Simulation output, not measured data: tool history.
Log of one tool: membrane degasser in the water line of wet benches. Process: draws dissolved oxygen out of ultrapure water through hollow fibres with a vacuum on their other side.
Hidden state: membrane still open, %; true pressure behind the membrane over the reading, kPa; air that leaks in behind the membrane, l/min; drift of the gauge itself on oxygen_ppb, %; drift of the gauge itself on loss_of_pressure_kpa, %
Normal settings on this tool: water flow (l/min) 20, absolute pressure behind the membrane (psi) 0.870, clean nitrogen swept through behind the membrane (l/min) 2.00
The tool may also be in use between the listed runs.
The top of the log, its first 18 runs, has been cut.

run    hour  water flow (l/min)  absolute pressure behind the membrane (psi)  clean nitrogen swept through behind the membrane (l/min)  hours since the membrane was changed  hours since the vacuum gauge was calibrated  hours since the vacuum lines were made tight  dissolved oxygen in the water behind the degasser (ppb)  pressure that the water loses in the fibres (psi)
 19  1481.4                  21                                        1.562                                                      2.00                                  2343                                         3418                                          4067                                                    242.4                                              7.723
 20  1567.8                  20                                        0.661                                                      1.63                                  2430                                         3505                                          4154                                                     93.4                                              7.382
 21  1625.7                  25                                        0.870                                                      1.05                                  2488                                         3563                                          4212                                                    230.6                                              9.219
 22  1720.7                  13                                        0.870                                                      1.71                                  2582                                         3658                                          4307                                                     77.4                                              4.799
 23  1828.5                  20                                        0.870                                                      3.55                                  2690                                         3765                                          4414                                                     89.0                                              7.385
 24  1933.1                  20                                        0.972                                                      3.32                                  2795                                         3870                                          4519                                                    102.9                                              7.361
 25  2040.0                  13                                        1.703                                                      2.68                                  2902                                         3977                                          4626                                                    124.3                                              4.849
 26  2134.7                  13                                        1.703                                                      2.68                                  2996                                         4072                                          4721                                                    127.4                                              4.846
 27  2190.6                  13                                        1.703                                                      2.68                                  3052                                         4127                                          4776                                                    128.0                                              4.840
     2237.6  -- seals of the vacuum lines changed
 28  2258.8                  13                                        1.703                                                      2.68                                  3119                                         4194                                            21                                                    119.7                                              4.831
 29  2322.2                  13                                        1.703                                                      2.68                                  3182                                         4257                                            85                                                    124.7                                              4.831
 30  2425.9                  27                                        1.590                                                      1.98                                  3286                                         4361                                           188                                                    324.2                                             10.115

3 ways to go on from here, each from the tool as it stands after run 30. What would each give?
  A  2496.2                  16                                        1.590                                                      1.98                                  3356                                         4431                                           259                                                        ?                                                  ?
  B  2496.2                  30                                        0.599                                                      2.57                                  3356                                         4431                                           259                                                        ?                                                  ?
  C  2496.2                  20                                        0.550                                                      3.51                                  3356                                         4431                                           259                                                        ?                                                  ?

run  dissolved oxygen in the water behind the degasser (ppb)  pressure that the water loses in the fibres (psi)
  A                                                    186.3                                              5.919
  B                                                    133.3                                             11.181
  C                                                     60.0                                              7.395
With the hidden condition removed and each run's random variation left untouched, the same runs would have given:
run  dissolved oxygen in the water behind the degasser (ppb)  pressure that the water loses in the fibres (psi)
  A                                                    172.1                                              5.712
  B                                                    107.0                                             10.791
  C                                                     45.9                                              7.137
